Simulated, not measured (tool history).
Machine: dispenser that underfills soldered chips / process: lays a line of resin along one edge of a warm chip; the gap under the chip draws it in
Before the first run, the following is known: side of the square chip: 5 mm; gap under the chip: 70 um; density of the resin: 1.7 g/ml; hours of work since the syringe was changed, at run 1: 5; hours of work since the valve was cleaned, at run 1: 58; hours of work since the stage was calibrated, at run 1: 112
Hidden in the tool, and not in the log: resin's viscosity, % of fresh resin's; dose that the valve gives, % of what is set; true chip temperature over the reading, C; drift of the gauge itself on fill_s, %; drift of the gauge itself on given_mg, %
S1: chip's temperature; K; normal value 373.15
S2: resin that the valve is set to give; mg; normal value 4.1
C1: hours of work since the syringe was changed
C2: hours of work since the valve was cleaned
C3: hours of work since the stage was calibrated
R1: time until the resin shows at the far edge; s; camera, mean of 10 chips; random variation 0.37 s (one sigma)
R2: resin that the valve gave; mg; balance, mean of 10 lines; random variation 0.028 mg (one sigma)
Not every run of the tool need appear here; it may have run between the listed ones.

| run | hour | S1 | S2 | C1 | C2 | C3 | R1 | R2 |
|---|---|---|---|---|---|---|---|---|
| 1 | 0 | 373.15 | 4.1 | 5 | 58 | 112 | 29.6 | 3.93 |
| 2 | 5.1 | 373.15 | 4.15 | 8 | 62 | 115 | 37.9 | 3.95 |
|  | 8.5 | new syringe of resin |
| 3 | 13.1 | 373.15 | 4.15 | 3 | 68 | 121 | 26.8 | 4.01 |
| 4 | 17.5 | 373.15 | 4.71 | 7 | 71 | 125 | 32.9 | 4.44 |
| 5 | 22.4 | 373.15 | 4.63 | 10 | 75 | 128 | 43.3 | 4.36 |
|  | 23.3 | new syringe of resin |
| 6 | 29.4 | 373.15 | 4.63 | 5 | 80 | 133 | 28.8 | 4.38 |
| 7 | 35.2 | 373.15 | 4.9 | 9 | 84 | 138 | 38.8 | 4.59 |
|  | 38 | new syringe of resin |
| 8 | 41.2 | 373.15 | 4.1 | 2 | 88 | 142 | 25.4 | 3.88 |
| 9 | 48.5 | 373.15 | 4.1 | 8 | 94 | 147 | 36.7 | 3.78 |
| 10 | 51.8 | 373.15 | 4.1 | 10 | 96 | 150 | 43.5 | 3.8 |
|  | 52.8 | new syringe of resin |
| 11 | 56.3 | 373.15 | 4.1 | 3 | 99 | 153 | 26.3 | 3.8 |
| 12 | 63.4 | 373.15 | 4.1 | 8 | 105 | 158 | 36.7 | 3.78 |
|  | 67.5 | new syringe of resin |
| 13 | 67.8 | 373.15 | 4.1 | 0 | 108 | 161 | 22.9 | 3.83 |
| 14 | 75.7 | 373.15 | 4.1 | 6 | 114 | 167 | 33.4 | 3.74 |
|  | 82.3 | new syringe of resin |
| 15 | 82.3 | 373.15 | 4.1 | 0 | 119 | 172 | 23.2 | 3.81 |
| 16 | 89.8 | 373.15 | 4.87 | 6 | 124 | 178 | 31 | 4.48 |
| 17 | 95.7 | 373.15 | 4.87 | 10 | 129 | 182 | 42 | 4.36 |
|  | 97.1 | new syringe of resin |
| 18 | 99.6 | 373.15 | 4.1 | 2 | 131 | 185 | 25.7 | 3.65 |
| 19 | 103.7 | 360.15 | 3.7 | 5 | 134 | 188 | 52.7 | 3.35 |
|  | 105.4 | dispensing valve cleaned and set on the balance |
| 20 | 109 | 382.15 | 4.2 | 8 | 3 | 191 | 27.1 | 4.17 |
|  | 112.9 | new syringe of resin |
| 21 | 113.6 | 362.15 | 4.41 | 1 | 6 | 194 | 33.6 | 4.42 |
| 22 | 117.2 | 363.15 | 4.39 | 3 | 9 | 197 | 39.3 | 4.39 |
| 23 | 124.9 | 375.15 | 3.79 | 9 | 14 | 203 | 37.1 | 3.77 |
|  | 127.7 | new syringe of resin |
| 24 | 129.6 | 361.15 | 4 | 1 | 18 | 206 | 37.9 | 3.95 |
| 25 | 136.3 | 373.15 | 3.62 | 6 | 23 | 211 | 34.1 | 3.54 |
|  | 142.7 | new syringe of resin |
| 26 | 142.7 | 373.15 | 5.19 | 0 | 27 | 216 | 22 | 5.08 |
| 27 | 148.5 | 373.15 | 4.8 | 4 | 32 | 220 | 29.4 | 4.69 |
| 28 | 151.8 | 377.15 | 3.67 | 7 | 34 | 222 | 31.8 | 3.59 |
| 29 | 156.9 | 380.15 | 4 | 11 | 38 | 226 | 36 | 3.9 |
|  | 157.8 | new syringe of resin |
| 30 | 163 | 371.15 | 4.62 | 4 | 42 | 231 | 31.3 | 4.47 |
| 31 | 169.5 | 364.15 | 5.01 | 9 | 47 | 236 | 55.1 | 4.83 |
|  | 172.8 | new syringe of resin |
| 32 | 176.8 | 365.15 | 4.62 | 3 | 52 | 241 | 35.1 | 4.42 |
| 33 | 180.8 | 370.15 | 4.25 | 6 | 55 | 244 | 37.3 | 4.05 |
|  | 187.9 | new syringe of resin |
| 34 | 188.5 | 370.15 | 4.25 | 0 | 61 | 249 | 25.9 | 4.1 |
| 35 | 195.4 | 387.15 | 3.75 | 6 | 66 | 254 | 21 | 3.6 |

Hidden state at the last listed run before each entry between runs and at the first one after, where it differs:
After run 2, before run 3: new syringe of resin (hour 8.5)
  resin's viscosity, % of fresh resin's: 173.4 -> 125.7; dose that the valve gives, % of what is set: 95.54 -> 95.15; true chip temperature over the reading, C: -0.45 -> -0.48
  measured less the result without the state, R1: +16.7 -> +6.2 s; R2: -0.18 -> -0.2 mg
After run 5, before run 6: new syringe of resin (hour 23.3)
  resin's viscosity, % of fresh resin's: 198.5 -> 135; dose that the valve gives, % of what is set: 94.67 -> 94.34; true chip temperature over the reading, C: -0.52 -> -0.55
  measured less the result without the state, R1: +22 -> +8 s; R2: -0.24 -> -0.27 mg
After run 7, before run 8: new syringe of resin (hour 38)
  resin's viscosity, % of fresh resin's: 179.7 -> 115.5; dose that the valve gives, % of what is set: 94.04 -> 93.74; true chip temperature over the reading, C: -0.57 -> -0.59
  measured less the result without the state, R1: +17.7 -> +4.3 s; R2: -0.29 -> -0.26 mg
After run 10, before run 11: new syringe of resin (hour 52.8)
  resin's viscosity, % of fresh resin's: 195.2 -> 118.3; dose that the valve gives, % of what is set: 93.18 -> 92.96; true chip temperature over the reading, C: -0.64 -> -0.66
  measured less the result without the state, R1: +22 -> +5 s; R2: -0.28 -> -0.29 mg
After run 12, before run 13: new syringe of resin (hour 67.5)
  resin's viscosity, % of fresh resin's: 168.1 -> 101.3; dose that the valve gives, % of what is set: 92.61 -> 92.4; true chip temperature over the reading, C: -0.69 -> -0.71
  measured less the result without the state, R1: +16.1 -> +1.3 s; R2: -0.3 -> -0.32 mg
After run 14, before run 15: new syringe of resin (hour 82.3)
  resin's viscosity, % of fresh resin's: 149.2 -> 101.3; dose that the valve gives, % of what is set: 91.99 -> 91.67; true chip temperature over the reading, C: -0.74 -> -0.76
  measured less the result without the state, R1: +12.1 -> +1.4 s; R2: -0.33 -> -0.34 mg
After run 17, before run 18: new syringe of resin (hour 97.1)
  resin's viscosity, % of fresh resin's: 196 -> 112.1; dose that the valve gives, % of what is set: 90.94 -> 90.75; true chip temperature over the reading, C: -0.82 -> -0.84
  measured less the result without the state, R1: +21.6 -> +4 s; R2: -0.44 -> -0.38 mg
After run 19, before run 20: dispensing valve cleaned and set on the balance (hour 105.4)
  resin's viscosity, % of fresh resin's: 137.2 -> 169.3; dose that the valve gives, % of what is set: 90.53 -> 99.64; true chip temperature over the reading, C: -0.85 -> -0.87
  measured less the result without the state, R1: +17.2 -> +11.6 s; R2: -0.35 -> -0.02 mg
After run 20, before run 21: new syringe of resin (hour 112.9)
  resin's viscosity, % of fresh resin's: 169.3 -> 102.5; dose that the valve gives, % of what is set: 99.64 -> 99.4; true chip temperature over the reading, C: -0.87 -> -0.89
  measured less the result without the state, R1: +11.6 -> +1.9 s; R2: -0.02 -> -0.02 mg
After run 23, before run 24: new syringe of resin (hour 127.7)
  resin's viscosity, % of fresh resin's: 178.4 -> 109.5; dose that the valve gives, % of what is set: 98.8 -> 98.57; true chip temperature over the reading, C: -0.94 -> -0.96
  measured less the result without the state, R1: +17.1 -> +4.7 s; R2: -0.05 -> -0.06 mg
After run 25, before run 26: new syringe of resin (hour 142.7)
  resin's viscosity, % of fresh resin's: 152.9 -> 100.5; dose that the valve gives, % of what is set: 98.22 -> 97.9; true chip temperature over the reading, C: -0.98 -> -1.01
  measured less the result without the state, R1: +12.9 -> +0.9 s; R2: -0.06 -> -0.11 mg
After run 29, before run 30: new syringe of resin (hour 157.8)
  resin's viscosity, % of fresh resin's: 201.4 -> 129.7; dose that the valve gives, % of what is set: 97.18 -> 96.86; true chip temperature over the reading, C: -1.07 -> -1.09
  measured less the result without the state, R1: +18.7 -> +8.1 s; R2: -0.11 -> -0.15 mg
After run 31, before run 32: new syringe of resin (hour 172.8)
  resin's viscosity, % of fresh resin's: 179 -> 121.5; dose that the valve gives, % of what is set: 96.54 -> 96.19; true chip temperature over the reading, C: -1.12 -> -1.15
  measured less the result without the state, R1: +25.6 -> +7.6 s; R2: -0.18 -> -0.18 mg
After run 33, before run 34: new syringe of resin (hour 187.9)
  resin's viscosity, % of fresh resin's: 148.1 -> 102.2; dose that the valve gives, % of what is set: 95.99 -> 95.61; true chip temperature over the reading, C: -1.16 -> -1.19
  measured less the result without the state, R1: +13.2 -> +1.8 s; R2: -0.17 -> -0.19 mg

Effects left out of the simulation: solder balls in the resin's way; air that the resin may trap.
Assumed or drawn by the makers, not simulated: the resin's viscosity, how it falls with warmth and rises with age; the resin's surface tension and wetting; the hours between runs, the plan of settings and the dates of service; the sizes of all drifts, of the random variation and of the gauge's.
